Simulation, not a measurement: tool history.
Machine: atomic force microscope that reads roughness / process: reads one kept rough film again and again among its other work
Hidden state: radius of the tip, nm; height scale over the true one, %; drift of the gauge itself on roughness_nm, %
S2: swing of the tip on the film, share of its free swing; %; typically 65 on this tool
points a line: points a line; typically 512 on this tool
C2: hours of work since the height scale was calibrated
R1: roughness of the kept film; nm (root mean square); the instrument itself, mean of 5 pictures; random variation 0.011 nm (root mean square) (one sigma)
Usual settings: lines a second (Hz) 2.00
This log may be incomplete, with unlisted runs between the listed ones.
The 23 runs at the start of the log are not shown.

Run 24, hour 303.8: usual settings but lines a second (Hz) 1.62, points a line 436; pictures with this tip 43; C2 17. Result: R1 2.464 nm (root mean square).
Run 25, hour 316.1: usual settings but lines a second (Hz) 0.60, points a line 436; pictures with this tip 69; C2 26. Result: R1 2.475 nm (root mean square).
At hour 325.7: height scale calibrated on a step standard, once more.
Run 26, hour 327.0: usual settings but lines a second (Hz) 0.60, S2 87 %, points a line 763; pictures with this tip 91; C2 1. Result: R1 2.380 nm (root mean square).
Run 27, hour 337.7: usual settings but S2 87 %; pictures with this tip 114; C2 9. Result: R1 2.180 nm (root mean square).
Run 28, hour 356.9: usual settings but lines a second (Hz) 1.16, S2 89 %, points a line 813; pictures with this tip 156; C2 22. Result: R1 2.225 nm (root mean square).
Run 29, hour 367.2: usual settings but points a line 288; pictures with this tip 178; C2 29. Result: R1 2.217 nm (root mean square).
Run 30, hour 376.8: usual settings but lines a second (Hz) 0.77; pictures with this tip 199; C2 36. Result: R1 2.275 nm (root mean square).
Run 31, hour 384.9: usual settings but lines a second (Hz) 0.77; pictures with this tip 217; C2 42. Result: R1 2.243 nm (root mean square).
Run 32, hour 401.2: usual settings but lines a second (Hz) 1.23, S2 63 %, points a line 394; pictures with this tip 252; C2 54. Result: R1 2.185 nm (root mean square).
Run 33, hour 411.0: usual settings but lines a second (Hz) 1.23, S2 63 %, points a line 394; pictures with this tip 273; C2 60. Result: R1 2.182 nm (root mean square).
Run 34, hour 427.5: usual settings but lines a second (Hz) 0.91, points a line 623; pictures with this tip 309; C2 72. Result: R1 2.140 nm (root mean square).
At hour 435.4: new tip fitted.
Run 35, hour 444.2: usual settings but S2 59 %, points a line 449; pictures with this tip 19; C2 84. Result: R1 2.493 nm (root mean square).
Run 36, hour 454.5: usual settings but S2 63 %, points a line 449; pictures with this tip 41; C2 91. Result: R1 2.432 nm (root mean square).
Run 37, hour 465.3: usual settings but lines a second (Hz) 2.29, S2 86 %, points a line 774; pictures with this tip 65; C2 99. Result: R1 2.231 nm (root mean square).
Run 38, hour 477.8: usual settings but lines a second (Hz) 2.29, S2 86 %, points a line 774; pictures with this tip 92; C2 107. Result: R1 2.181 nm (root mean square).
Run 39, hour 487.7: usual settings but points a line 860; pictures with this tip 114; C2 114. Result: R1 2.334 nm (root mean square).
Run 40, hour 499.8: usual settings but lines a second (Hz) 2.56, points a line 860; pictures with this tip 140; C2 123. Result: R1 2.284 nm (root mean square).

What if the next run were any one of these 3? Each begins from the tool's condition after run 40:
Run A, hour 517.7: usual settings but S2 66 %, points a line 995; pictures with this tip 179; C2 136. Result: R1 ?.
Run B, hour 517.7: usual settings but lines a second (Hz) 1.88, S2 82 %; pictures with this tip 179; C2 136. Result: R1 ?.
Run C, hour 517.7: usual settings; pictures with this tip 179; C2 136. Result: R1 ?.

run     R1
  A  2.260
  B  2.142
  C  2.267
The same runs, with their run-to-run variation unchanged, on a tool lacking any hidden condition would have given:
run     R1
  A  2.513
  B  2.382
  C  2.520

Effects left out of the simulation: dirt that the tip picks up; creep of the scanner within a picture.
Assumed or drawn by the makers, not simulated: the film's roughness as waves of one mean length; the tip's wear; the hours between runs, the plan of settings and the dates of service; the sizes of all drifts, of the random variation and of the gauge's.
